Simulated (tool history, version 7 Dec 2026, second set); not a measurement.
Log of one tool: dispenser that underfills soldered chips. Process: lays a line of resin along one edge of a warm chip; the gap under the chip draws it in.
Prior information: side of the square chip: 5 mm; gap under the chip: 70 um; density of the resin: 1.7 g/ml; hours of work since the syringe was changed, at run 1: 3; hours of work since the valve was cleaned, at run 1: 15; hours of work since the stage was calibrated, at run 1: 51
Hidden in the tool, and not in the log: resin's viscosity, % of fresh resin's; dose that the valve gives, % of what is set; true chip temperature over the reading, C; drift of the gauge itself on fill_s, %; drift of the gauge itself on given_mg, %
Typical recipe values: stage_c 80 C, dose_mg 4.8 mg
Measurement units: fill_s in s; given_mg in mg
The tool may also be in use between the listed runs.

run,hour,stage_c,dose_mg,hours of work since the syringe was changed,hours of work since the valve was cleaned,hours of work since the stage was calibrated,fill_s,given_mg
1,0,80,4.8,3,15,51,8.9,4.74
2,3.2,80,4.8,5,17,53,10.2,4.75
# hour 4.2: new syringe of resin
3,8.3,80,5.94,3,20,57,8.9,5.82
# hour 12.3: new syringe of resin
4,14.6,80,5.94,2,25,61,8,5.81
5,19.1,77,4.8,5,28,64,11.4,4.66
# hour 20.6: new syringe of resin
6,23.7,77,4.8,2,31,67,9.9,4.68
# hour 28.7: new syringe of resin
7,29.4,83,4.8,1,35,71,6.5,4.67
8,33.8,83,4.8,4,38,74,7.6,4.69
# hour 36.8: new syringe of resin
9,40.1,85,4.8,2,42,78,7.2,4.65
10,42.9,85,4.8,4,44,80,7.4,4.66
# hour 44.9: new syringe of resin
11,49.4,85,4.57,3,48,84,6.8,4.44
# hour 53.1: new syringe of resin
12,54.1,85,4.57,1,51,87,6.6,4.31
13,56.7,85,4.57,2,53,89,7.4,4.41
# hour 61.2: new syringe of resin
14,62.2,85,4.57,1,57,93,5.8,4.32
15,67,80,4.8,4,60,96,10.4,4.52
# hour 69.3: new syringe of resin
16,70.5,73,4.8,1,62,98,11.1,4.55
17,76.7,73,4.8,5,67,103,14.8,4.53
# hour 77.6: new syringe of resin
18,80,73,4.8,2,69,105,11.7,4.46
# hour 85.7: new syringe of resin
19,86.4,82,4.21,0,73,109,7.1,3.9
20,90.1,81,4.8,3,75,112,9.4,4.47
# hour 94: new syringe of resin
21,96.1,81,4.8,1,80,116,7.5,4.45
22,101.2,78,5.6,5,83,119,11.7,5.2
# hour 102.1: new syringe of resin
23,105.7,78,5.6,3,86,122,9.4,5.12
# hour 110.3: new syringe of resin
24,110.8,80,4.2,0,89,125,7.8,3.84
25,113.4,93,4.89,2,91,127,4.8,4.49
# hour 116.5: dispensing valve cleaned and set on the balance
26,117.8,91,4.79,5,1,130,6,4.85
# hour 119.5: new syringe of resin
27,123.1,69,5.89,3,4,133,14.7,5.95
28,125.7,83,5.33,4,6,135,8.8,5.3
# hour 127.9: new syringe of resin
29,130.7,78,4.5,2,10,138,10,4.47
30,135.5,80,4.73,5,13,142,10.8,4.66
# hour 136.3: new syringe of resin
31,141.8,79,5.33,4,17,146,10.2,5.25
# hour 144.3: new syringe of resin
32,148,79,4.66,3,21,150,10,4.59
# hour 152.3: new syringe of resin
33,152.7,71,5.07,0,24,153,11.6,4.99
34,155.7,92,4.8,2,26,155,5.9,4.71
35,159.2,73,4.67,5,29,158,15.6,4.55

Consider 4 possible next runs. They are alternatives, not a sequence: every one starts from the tool as it was left by run 35. What does each give?
# hour 160.5: new syringe of resin
A,165.5,75,5.1,3,33,162,?,?
# hour 160.5: new syringe of resin
B,165.5,73,5.59,3,33,162,?,?
# hour 160.5: new syringe of resin
C,165.5,70,4.8,3,33,162,?,?
# hour 160.5: new syringe of resin
D,165.5,85,6.02,3,33,162,?,?

run,fill_s,given_mg
A,12.6,5.05
B,13.7,5.44
C,15.9,4.66
D,7.3,5.84
With the hidden condition removed and each run's random variation left untouched, the same runs would have given:
run,fill_s,given_mg
A,9.2,5.18
B,10,5.58
C,11.5,4.79
D,5.2,6
